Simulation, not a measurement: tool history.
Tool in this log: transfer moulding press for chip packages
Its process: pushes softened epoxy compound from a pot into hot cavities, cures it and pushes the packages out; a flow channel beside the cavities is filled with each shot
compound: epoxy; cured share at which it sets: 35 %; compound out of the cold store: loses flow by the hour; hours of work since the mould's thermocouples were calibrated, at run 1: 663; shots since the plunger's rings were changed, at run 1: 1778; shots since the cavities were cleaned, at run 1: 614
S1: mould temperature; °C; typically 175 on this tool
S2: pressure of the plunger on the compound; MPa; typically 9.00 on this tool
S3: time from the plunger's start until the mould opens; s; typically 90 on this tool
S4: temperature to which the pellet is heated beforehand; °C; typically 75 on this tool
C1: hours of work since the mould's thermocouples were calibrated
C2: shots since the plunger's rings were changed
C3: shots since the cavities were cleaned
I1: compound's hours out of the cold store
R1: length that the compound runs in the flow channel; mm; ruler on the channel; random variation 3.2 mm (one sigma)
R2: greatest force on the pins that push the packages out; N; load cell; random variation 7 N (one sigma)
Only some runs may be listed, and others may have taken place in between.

{"run": 1, "hour": 0.0, "S1": 175, "S2": 9.0, "S3": 90, "S4": 75, "C1": 663, "C2": 1778, "C3": 614, "I1": 17.5, "R1": 700, "R2": 480}
{"hour": 40.6, "done": "cavities cleaned with cleaning compound and waxed"}
{"run": 2, "hour": 40.6, "S1": 175, "S2": 9.0, "S3": 90, "S4": 75, "C1": 690, "C2": 2347, "C3": 0, "I1": 36.6, "R1": 633, "R2": 314}
{"run": 3, "hour": 73.6, "S1": 175, "S2": 9.0, "S3": 90, "S4": 75, "C1": 712, "C2": 2827, "C3": 480, "I1": 37.4, "R1": 629, "R2": 415}
{"hour": 82.4, "done": "mould's thermocouples calibrated"}
{"hour": 124.3, "done": "cavities cleaned with cleaning compound and waxed"}
{"run": 4, "hour": 137.1, "S1": 175, "S2": 9.0, "S3": 90, "S4": 75, "C1": 36, "C2": 3700, "C3": 187, "I1": 27.9, "R1": 658, "R2": 386}
{"run": 5, "hour": 171.7, "S1": 175, "S2": 8.73, "S3": 90, "S4": 75, "C1": 59, "C2": 4203, "C3": 690, "I1": 14.9, "R1": 686, "R2": 497}
{"hour": 206.5, "done": "cavities cleaned with cleaning compound and waxed"}
{"run": 6, "hour": 251.3, "S1": 175, "S2": 9.0, "S3": 90, "S4": 75, "C1": 112, "C2": 5340, "C3": 652, "I1": 18.6, "R1": 673, "R2": 493}
{"hour": 289.0, "done": "cavities cleaned with cleaning compound and waxed"}
{"run": 7, "hour": 321.6, "S1": 175, "S2": 9.0, "S3": 90, "S4": 75, "C1": 159, "C2": 6341, "C3": 474, "I1": 25.9, "R1": 649, "R2": 462}
{"hour": 357.1, "done": "plunger's sealing rings changed"}
{"hour": 374.9, "done": "cavities cleaned with cleaning compound and waxed"}
{"run": 8, "hour": 395.3, "S1": 175, "S2": 10.43, "S3": 90, "S4": 75, "C1": 206, "C2": 534, "C3": 296, "I1": 8.2, "R1": 798, "R2": 428}
{"run": 9, "hour": 436.2, "S1": 175, "S2": 10.43, "S3": 90, "S4": 75, "C1": 233, "C2": 1130, "C3": 892, "I1": 46.4, "R1": 659, "R2": 503}
{"hour": 459.8, "done": "cavities cleaned with cleaning compound and waxed"}
{"run": 10, "hour": 481.5, "S1": 175, "S2": 10.43, "S3": 90, "S4": 75, "C1": 263, "C2": 1767, "C3": 315, "I1": 28.3, "R1": 718, "R2": 422}
{"hour": 505.0, "done": "mould's thermocouples calibrated, once more"}
{"hour": 546.8, "done": "cavities cleaned with cleaning compound and waxed"}
{"run": 11, "hour": 549.5, "S1": 175, "S2": 9.0, "S3": 90, "S4": 75, "C1": 29, "C2": 2706, "C3": 39, "I1": 14.8, "R1": 705, "R2": 342}
{"run": 12, "hour": 586.2, "S1": 175, "S2": 9.0, "S3": 90, "S4": 75, "C1": 54, "C2": 3240, "C3": 573, "I1": 22.8, "R1": 676, "R2": 440}
{"hour": 631.2, "done": "cavities cleaned with cleaning compound and waxed"}
{"run": 13, "hour": 631.2, "S1": 175, "S2": 9.0, "S3": 90, "S4": 75, "C1": 83, "C2": 3873, "C3": 0, "I1": 21.1, "R1": 672, "R2": 300}
{"run": 14, "hour": 688.8, "S1": 174, "S2": 9.21, "S3": 85, "S4": 75, "C1": 122, "C2": 4711, "C3": 838, "I1": 45.0, "R1": 606, "R2": 525}
{"hour": 719.6, "done": "cavities cleaned with cleaning compound and waxed"}
{"run": 15, "hour": 769.8, "S1": 171, "S2": 9.21, "S3": 94, "S4": 82, "C1": 176, "C2": 5867, "C3": 730, "I1": 43.2, "R1": 616, "R2": 506}
{"hour": 801.7, "done": "cavities cleaned with cleaning compound and waxed"}
{"hour": 840.5, "done": "plunger's sealing rings changed"}
{"run": 16, "hour": 845.1, "S1": 170, "S2": 7.5, "S3": 73, "S4": 76, "C1": 224, "C2": 67, "C3": 596, "I1": 34.3, "R1": 612, "R2": 957}
{"run": 17, "hour": 881.3, "S1": 170, "S2": 7.5, "S3": 73, "S4": 76, "C1": 249, "C2": 594, "C3": 1123, "I1": 8.8, "R1": 685, "R2": 1207}
{"hour": 888.3, "done": "cavities cleaned with cleaning compound and waxed"}
{"run": 18, "hour": 938.9, "S1": 170, "S2": 7.5, "S3": 73, "S4": 76, "C1": 287, "C2": 1410, "C3": 736, "I1": 35.5, "R1": 601, "R2": 1004}
{"hour": 971.2, "done": "cavities cleaned with cleaning compound and waxed"}
{"run": 19, "hour": 990.6, "S1": 179, "S2": 10.24, "S3": 73, "S4": 76, "C1": 320, "C2": 2140, "C3": 282, "I1": 41.6, "R1": 648, "R2": 418}
{"hour": 1053.5, "done": "cavities cleaned with cleaning compound and waxed"}
{"run": 20, "hour": 1056.4, "S1": 179, "S2": 10.24, "S3": 73, "S4": 76, "C1": 364, "C2": 3075, "C3": 41, "I1": 42.5, "R1": 641, "R2": 359}
{"run": 21, "hour": 1116.2, "S1": 169, "S2": 9.06, "S3": 97, "S4": 73, "C1": 404, "C2": 3946, "C3": 912, "I1": 38.0, "R1": 643, "R2": 618}
{"hour": 1139.1, "done": "cavities cleaned with cleaning compound and waxed"}
{"run": 22, "hour": 1176.6, "S1": 183, "S2": 9.06, "S3": 97, "S4": 85, "C1": 444, "C2": 4803, "C3": 545, "I1": 31.7, "R1": 614, "R2": 348}
{"hour": 1223.9, "done": "cavities cleaned with cleaning compound and waxed"}
{"run": 23, "hour": 1223.9, "S1": 175, "S2": 9.0, "S3": 72, "S4": 74, "C1": 475, "C2": 5468, "C3": 0, "I1": 21.4, "R1": 673, "R2": 526}
{"run": 24, "hour": 1263.7, "S1": 175, "S2": 9.0, "S3": 94, "S4": 74, "C1": 502, "C2": 6049, "C3": 581, "I1": 37.6, "R1": 613, "R2": 420}
{"hour": 1310.1, "done": "cavities cleaned with cleaning compound and waxed"}
{"hour": 1322.3, "done": "plunger's sealing rings changed"}
{"run": 25, "hour": 1322.3, "S1": 175, "S2": 10.96, "S3": 111, "S4": 66, "C1": 539, "C2": 0, "C3": 141, "I1": 11.3, "R1": 812, "R2": 283}
{"hour": 1396.4, "done": "cavities cleaned with cleaning compound and waxed"}
{"run": 26, "hour": 1396.9, "S1": 179, "S2": 9.0, "S3": 79, "S4": 75, "C1": 588, "C2": 1064, "C3": 7, "I1": 35.2, "R1": 641, "R2": 315}

Below are 3 alternative next runs, each starting from the tool's condition after run 26. Predict each:
{"run": "A", "hour": 1432.8, "S1": 181, "S2": 9.0, "S3": 90, "S4": 73, "C1": 612, "C2": 1586, "C3": 529, "I1": 12.9, "R1": "?", "R2": "?"}
{"run": "B", "hour": 1432.8, "S1": 179, "S2": 8.18, "S3": 79, "S4": 71, "C1": 612, "C2": 1586, "C3": 529, "I1": 43.1, "R1": "?", "R2": "?"}
{"run": "C", "hour": 1432.8, "S1": 179, "S2": 9.67, "S3": 79, "S4": 73, "C1": 612, "C2": 1586, "C3": 529, "I1": 18.8, "R1": "?", "R2": "?"}

run=A R1=704 R2=365
run=B R1=585 R2=427
run=C R1=707 R2=464
Take away the tool's hidden state, keep each run's random variation, and the runs would have read:
run=A R1=710 R2=242
run=B R1=590 R2=275
run=C R1=713 R2=300
